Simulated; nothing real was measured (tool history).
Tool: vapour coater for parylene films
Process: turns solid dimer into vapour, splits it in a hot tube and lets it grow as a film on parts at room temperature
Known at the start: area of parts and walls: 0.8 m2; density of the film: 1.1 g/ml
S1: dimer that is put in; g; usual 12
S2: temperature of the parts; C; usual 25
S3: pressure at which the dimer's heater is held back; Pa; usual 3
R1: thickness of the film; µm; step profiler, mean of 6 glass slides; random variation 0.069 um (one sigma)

run 1 hour=0 | S1=12 S2=25 S3=3 | R1=8.64
run 2 hour=18.9 | S1=12 S2=25 S3=3 | R1=8.51
run 3 hour=32.8 | S1=12 S2=25 S3=3 | R1=8.45
run 4 hour=58.3 | S1=12 S2=25 S3=3 | R1=8.57
run 5 hour=78.5 | S1=12 S2=25 S3=3 | R1=8.44
run 6 hour=104.3 | S1=12 S2=25 S3=3 | R1=8.35
run 7 hour=132.5 | S1=12 S2=25 S3=3 | R1=8.39
run 8 hour=160.5 | S1=12 S2=25 S3=3 | R1=8.27
run 9 hour=181.7 | S1=12 S2=25 S3=3 | R1=8.24
run 10 hour=208.7 | S1=12 S2=25 S3=3 | R1=8.37
run 11 hour=234.5 | S1=12 S2=25 S3=3 | R1=8.33
run 12 hour=265.2 | S1=12 S2=25 S3=3 | R1=8.24
run 13 hour=289.9 | S1=12 S2=25 S3=3 | R1=8.39
-- hour=304.3 trap's valve overhauled
run 14 hour=312.9 | S1=12 S2=25 S3=3 | R1=9.03
run 15 hour=334.8 | S1=16 S2=29 S3=4.57 | R1=9.32
run 16 hour=357.7 | S1=16 S2=29 S3=4.57 | R1=9.2
run 17 hour=380 | S1=7 S2=29 S3=5 | R1=4
run 18 hour=412.2 | S1=10 S2=25 S3=11.09 | R1=5.98
run 19 hour=442.3 | S1=20 S2=22 S3=7.01 | R1=14.66
run 20 hour=461.6 | S1=20 S2=27 S3=7.58 | R1=11.6
run 21 hour=483 | S1=20 S2=27 S3=10.53 | R1=10.89
run 22 hour=498.7 | S1=8 S2=24 S3=3 | R1=6.13
run 23 hour=517.2 | S1=8 S2=24 S3=3 | R1=6.15
run 24 hour=535.4 | S1=19 S2=25 S3=11.25 | R1=11.21
run 25 hour=567.4 | S1=19 S2=21 S3=3.96 | R1=16.04
run 26 hour=589.5 | S1=5 S2=21 S3=3.23 | R1=4.38
run 27 hour=613 | S1=6 S2=21 S3=10.52 | R1=4.34

3 ways to go on from here, each from the tool as it stands after run 27. What would each give?
run A hour=644.6 | S1=6 S2=25 S3=3.7 | R1=?
run B hour=644.6 | S1=22 S2=21 S3=10.52 | R1=?
run C hour=644.6 | S1=12 S2=25 S3=10.18 | R1=?

run=A R1=4.19
run=B R1=15.72
run=C R1=7.05
Without the tool's hidden state the same runs would have given:
run=A R1=4.31
run=B R1=16.16
run=C R1=7.25

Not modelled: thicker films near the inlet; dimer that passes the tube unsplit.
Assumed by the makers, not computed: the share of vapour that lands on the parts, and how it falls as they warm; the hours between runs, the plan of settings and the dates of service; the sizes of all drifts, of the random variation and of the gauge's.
